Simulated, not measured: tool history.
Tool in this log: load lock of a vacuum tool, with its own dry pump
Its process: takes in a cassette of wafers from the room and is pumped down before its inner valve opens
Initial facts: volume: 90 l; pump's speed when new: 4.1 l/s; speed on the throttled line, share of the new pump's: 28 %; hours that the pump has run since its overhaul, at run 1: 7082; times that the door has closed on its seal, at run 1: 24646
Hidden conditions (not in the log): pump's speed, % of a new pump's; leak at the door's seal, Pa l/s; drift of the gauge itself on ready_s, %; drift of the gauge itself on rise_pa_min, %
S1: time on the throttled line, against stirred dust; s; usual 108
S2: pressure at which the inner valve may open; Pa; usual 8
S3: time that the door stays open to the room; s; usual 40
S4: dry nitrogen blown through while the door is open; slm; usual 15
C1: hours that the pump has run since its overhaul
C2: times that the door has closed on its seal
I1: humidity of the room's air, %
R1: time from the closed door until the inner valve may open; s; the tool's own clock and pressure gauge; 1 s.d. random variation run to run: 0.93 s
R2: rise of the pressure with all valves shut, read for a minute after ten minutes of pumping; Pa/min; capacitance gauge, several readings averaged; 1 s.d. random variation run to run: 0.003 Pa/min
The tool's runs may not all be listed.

Run 1, hour 0: usual settings; C1 7082; C2 24646; I1 41.3. Result: R1 305.1 s, R2 0.476 Pa/min.
Run 2, hour 333.4: usual settings but S1 110 s; C1 7416; C2 26238; I1 45.1. Result: R1 307.6 s, R2 0.535 Pa/min.
Run 3, hour 655.6: usual settings but S1 110 s; C1 7738; C2 27776; I1 44.6. Result: R1 306.5 s, R2 0.591 Pa/min.
At hour 894.1: door's seal changed, seat wiped.
Run 4, hour 1043.4: usual settings; C1 8124; C2 713; I1 43.9. Result: R1 307.9 s, R2 0.027 Pa/min.
Run 5, hour 1268.4: usual settings; C1 8349; C2 1787; I1 44.6. Result: R1 308.6 s, R2 0.037 Pa/min.
Run 6, hour 1709.8: usual settings; C1 8791; C2 3894; I1 43.7. Result: R1 309.1 s, R2 0.061 Pa/min.
Run 7, hour 1947.3: usual settings; C1 9028; C2 5028; I1 41.1. Result: R1 308.7 s, R2 0.071 Pa/min.
Run 8, hour 2288: usual settings; C1 9369; C2 6655; I1 46.2. Result: R1 310.8 s, R2 0.094 Pa/min.
Run 9, hour 2633.9: usual settings; C1 9715; C2 8307; I1 45. Result: R1 310.8 s, R2 0.121 Pa/min.
Run 10, hour 3121.6: usual settings but S2 10 Pa; C1 10202; C2 10635; I1 44. Result: R1 307.7 s, R2 0.167 Pa/min.
Run 11, hour 3499.1: usual settings but S2 10 Pa; C1 10580; C2 12438; I1 43.3. Result: R1 307.2 s, R2 0.203 Pa/min.
At hour 3642.4: dry pump taken out, an overhauled one fitted.
Run 12, hour 3727.6: usual settings but S2 10 Pa, S4 20 slm; C1 85; C2 13500; I1 46.6. Result: R1 284.7 s, R2 0.225 Pa/min.
Run 13, hour 3938: usual settings but S2 10 Pa, S4 20 slm; C1 296; C2 14505; I1 45.4. Result: R1 284 s, R2 0.245 Pa/min.
Run 14, hour 4431.2: usual settings but S2 10 Pa, S4 20 slm; C1 789; C2 16860; I1 42. Result: R1 286.6 s, R2 0.299 Pa/min.
Run 15, hour 4698.9: usual settings but S1 134 s, S2 10 Pa, S4 20 slm; C1 1057; C2 18138; I1 49.3. Result: R1 304.7 s, R2 0.339 Pa/min.
Run 16, hour 4938.7: usual settings but S1 136 s, S2 10 Pa, S3 69 s, S4 32 slm; C1 1296; C2 19283; I1 43.9. Result: R1 305.4 s, R2 0.373 Pa/min.
Run 17, hour 5169.7: usual settings but S1 94 s, S4 22 slm; C1 1527; C2 20386; I1 45.3. Result: R1 282.4 s, R2 0.409 Pa/min.
Run 18, hour 5426.1: usual settings but S2 13 Pa, S4 7 slm; C1 1784; C2 21610; I1 46.1. Result: R1 282.9 s, R2 0.46 Pa/min.
Run 19, hour 5765.3: usual settings but S1 76 s, S2 6 Pa, S3 107 s, S4 8 slm; C1 2123; C2 23230; I1 49.8. Result: R1 279.1 s, R2 0.509 Pa/min.
Run 20, hour 6197.8: usual settings but S3 186 s; C1 2555; C2 25295; I1 43.9. Result: R1 297.5 s, R2 0.575 Pa/min.
Run 21, hour 6695.6: usual settings but S3 186 s; C1 3053; C2 27672; I1 44.2. Result: R1 293.6 s, R2 0.661 Pa/min.
At hour 6983.9: door's seal changed, seat wiped.
Run 22, hour 6983.9: usual settings but S1 59 s, S2 12 Pa, S3 78 s; C1 3340; C2 0; I1 42.2. Result: R1 253 s, R2 0.025 Pa/min.
Run 23, hour 7417.8: usual settings but S1 59 s, S2 12 Pa, S3 78 s; C1 3774; C2 2071; I1 45. Result: R1 250.9 s, R2 0.056 Pa/min.
Run 24, hour 7813.9: usual settings but S1 59 s, S2 12 Pa, S3 78 s; C1 4170; C2 3962; I1 43.4. Result: R1 253.1 s, R2 0.065 Pa/min.

How would selected steps in R1 from run to run divide? Give the signed amount a tool lacking its hidden state would still show from settings, what came in and random variation, and the signed amount left for the hidden state, including any gauge scatter that is not in both of the compared results.
Run 11 -> 12: S4 15 -> 20, dry pump taken out, an overhauled one fitted. R1 -22.5 s: hidden state -23.3, all else +0.8.
Run 16 -> 17: S1 136 -> 94, S2 10 -> 8, S3 69 -> 40, S4 32 -> 22. R1 -23 s: hidden state +0.7, all else -23.7.
Run 18 -> 19: S1 108 -> 76, S2 13 -> 6, S3 40 -> 107, S4 7 -> 8. R1 -3.8 s: hidden state +1.8, all else -5.6.
Run 21 -> 22: S1 108 -> 59, S2 8 -> 12, S3 186 -> 78, door's seal changed, seat wiped. R1 -40.6 s: hidden state +0.4, all else -41.

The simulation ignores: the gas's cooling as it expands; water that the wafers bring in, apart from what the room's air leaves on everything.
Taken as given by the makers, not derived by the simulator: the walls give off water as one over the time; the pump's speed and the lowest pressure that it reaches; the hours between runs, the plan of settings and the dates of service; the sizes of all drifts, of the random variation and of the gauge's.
